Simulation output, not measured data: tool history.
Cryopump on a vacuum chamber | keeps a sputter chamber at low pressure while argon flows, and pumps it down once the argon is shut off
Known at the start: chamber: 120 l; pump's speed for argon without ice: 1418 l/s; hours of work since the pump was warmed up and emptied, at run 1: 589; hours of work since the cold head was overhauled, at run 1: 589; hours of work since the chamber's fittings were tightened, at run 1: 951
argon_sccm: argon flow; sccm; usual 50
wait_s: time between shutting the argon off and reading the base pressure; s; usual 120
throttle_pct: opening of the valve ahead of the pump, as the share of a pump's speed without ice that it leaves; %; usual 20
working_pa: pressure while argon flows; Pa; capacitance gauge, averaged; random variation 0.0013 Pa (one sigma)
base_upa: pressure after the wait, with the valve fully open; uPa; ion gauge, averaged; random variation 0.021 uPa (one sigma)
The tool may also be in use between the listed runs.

| run | hour | argon_sccm | wait_s | throttle_pct | hours of work since the pump was warmed up and emptied | hours of work since the cold head was overhauled | hours of work since the chamber's fittings were tightened | working_pa | base_upa |
|---|---|---|---|---|---|---|---|---|---|
| 1 | 0.0 | 50 | 120 | 20 | 589 | 589 | 951 | 0.3046 | 1.89 |
| 2 | 18.5 | 50 | 120 | 44 | 605 | 605 | 968 | 0.1407 | 1.86 |
| 3 | 46.7 | 50 | 120 | 25 | 631 | 631 | 993 | 0.2444 | 1.92 |
| 4 | 78.3 | 50 | 120 | 25 | 659 | 659 | 1022 | 0.2443 | 2.02 |
| 5 | 114.1 | 92 | 120 | 20 | 691 | 691 | 1054 | 0.5596 | 2.15 |
| 6 | 149.7 | 92 | 120 | 20 | 723 | 723 | 1086 | 0.5597 | 2.17 |
| 7 | 188.3 | 71 | 177 | 20 | 758 | 758 | 1120 | 0.4357 | 2.07 |
| 8 | 217.0 | 74 | 30 | 20 | 784 | 784 | 1146 | 0.4495 | 3.07 |
| 9 | 242.2 | 47 | 54 | 35 | 806 | 806 | 1169 | 0.1654 | 2.70 |
| 10 | 272.1 | 47 | 54 | 35 | 833 | 833 | 1196 | 0.1668 | 2.72 |
| 11 | 298.7 | 74 | 24 | 41 | 857 | 857 | 1220 | 0.2274 | 3.47 |
| 12 | 333.1 | 74 | 24 | 41 | 888 | 888 | 1250 | 0.2293 | 3.49 |

5 ways to go on from here, each from the tool as it stands after run 12. What would each give?
| A | 357.4 | 50 | 58 | 20 | 910 | 910 | 1272 | ? | ? |
| B | 357.4 | 54 | 24 | 41 | 910 | 910 | 1272 | ? | ? |
| C | 357.4 | 74 | 113 | 41 | 910 | 910 | 1272 | ? | ? |
| D | 357.4 | 25 | 240 | 19 | 910 | 910 | 1272 | ? | ? |
| E | 357.4 | 43 | 24 | 41 | 910 | 910 | 1272 | ? | ? |

| run | working_pa | base_upa |
|---|---|---|
| A | 0.3033 | 2.69 |
| B | 0.1670 | 3.66 |
| C | 0.2272 | 2.49 |
| D | 0.1621 | 2.31 |
| E | 0.1334 | 3.66 |
Without the tool's hidden state the same runs would have given:
| run | working_pa | base_upa |
|---|---|---|
| A | 0.2943 | 0.80 |
| B | 0.1572 | 1.74 |
| C | 0.2137 | 0.54 |
| D | 0.1575 | 0.39 |
| E | 0.1256 | 1.73 |

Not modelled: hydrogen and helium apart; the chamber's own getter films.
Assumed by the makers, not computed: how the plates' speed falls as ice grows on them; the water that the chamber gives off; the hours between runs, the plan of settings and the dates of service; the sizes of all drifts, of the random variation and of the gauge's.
